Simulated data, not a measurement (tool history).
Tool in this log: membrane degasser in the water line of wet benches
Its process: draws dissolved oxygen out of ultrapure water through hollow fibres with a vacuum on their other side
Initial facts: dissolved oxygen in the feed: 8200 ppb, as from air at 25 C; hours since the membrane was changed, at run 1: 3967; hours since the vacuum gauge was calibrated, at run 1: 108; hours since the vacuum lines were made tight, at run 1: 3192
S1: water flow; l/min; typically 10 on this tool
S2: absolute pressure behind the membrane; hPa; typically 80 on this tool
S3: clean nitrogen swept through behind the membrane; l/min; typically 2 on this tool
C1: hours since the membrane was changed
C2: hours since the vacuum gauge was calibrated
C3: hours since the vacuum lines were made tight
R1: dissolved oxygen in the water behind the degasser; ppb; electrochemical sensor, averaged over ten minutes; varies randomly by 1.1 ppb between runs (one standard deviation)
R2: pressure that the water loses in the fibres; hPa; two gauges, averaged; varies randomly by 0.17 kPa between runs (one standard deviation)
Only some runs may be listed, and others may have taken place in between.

run	hour	S1	S2	S3	C1	C2	C3	R1	R2
1	0	10	80	2	3967	108	3192	116.2	507.7
2	69	10	80	2	4036	177	3261	114.5	506.3
3	162	10	80	2	4129	270	3354	115.5	503
4	315.6	10	80	2	4283	424	3507	113.6	503.5
5	431.6	10	80	2	4399	540	3623	117.1	505.3
6	581.5	6	80	2	4549	690	3773	54.8	302.9
7	725.4	6	80	2	4693	834	3917	55.3	300.8
8	795.6	10	129.5	2	4763	904	3987	173.1	502
9	872	10	129.5	2	4839	980	4064	172.4	502.2
10	1030.9	12	80	2	4998	1139	4222	144.2	603.2
11	1118.7	12	113	2	5086	1227	4310	195.3	602
12	1248.2	10	80	2	5216	1356	4440	114.6	502.6
13	1376.4	13	80	2	5344	1485	4568	164.7	647.4
14	1483.4	10	55.8	1.02	5451	1592	4675	111.3	501.8
15	1579.5	10	55.8	1.02	5547	1688	4771	110.3	503.4
16	1729.6	10	55.8	1.02	5697	1838	4921	111.5	500.4
17	1872.4	10	55.8	1.02	5840	1981	5064	113.4	497.1
18	1991.2	12	160.7	3.46	5958	2099	5183	186.6	598.3
19	2142.8	12	160.7	3.46	6110	2251	5334	185.8	596.7
# hour 2159.2: seals of the vacuum lines changed
20	2265.3	9	184	2	6231	2372	106	209.8	444.9
21	2365.7	13	57.4	2.68	6331	2472	206	121.1	647.1
22	2473.5	14	108.8	3.73	6439	2580	314	171.7	695.1
23	2626.3	7	112.9	2	6592	2733	467	97	347.4

A few steps of R2 between consecutive runs. Split each: what settings, incoming material and random variation would produce without the hidden state, and what is left over for the hidden state, along with gauge scatter present in only one of the two compared results (measured, and without hidden state):
Unlogged tool condition in this case: membrane still open, %; true pressure behind the membrane over the reading, kPa; air that leaks in behind the membrane, l/min; drift of the gauge itself on oxygen_ppb, %; drift of the gauge itself on loss_of_pressure_kpa, %.
Run 5 -> 6: S1 10 -> 6. R2 -202.4 hPa: hidden state +0.2, all else -202.6.
Run 20 -> 21: S1 9 -> 13, S2 184 -> 57.4, S3 2 -> 2.68. R2 +202.2 hPa: hidden state -4.1, all else +206.3.
Run 22 -> 23: S1 14 -> 7, S2 108.8 -> 112.9, S3 3.73 -> 2. R2 -347.7 hPa: hidden state +6.6, all else -354.3.

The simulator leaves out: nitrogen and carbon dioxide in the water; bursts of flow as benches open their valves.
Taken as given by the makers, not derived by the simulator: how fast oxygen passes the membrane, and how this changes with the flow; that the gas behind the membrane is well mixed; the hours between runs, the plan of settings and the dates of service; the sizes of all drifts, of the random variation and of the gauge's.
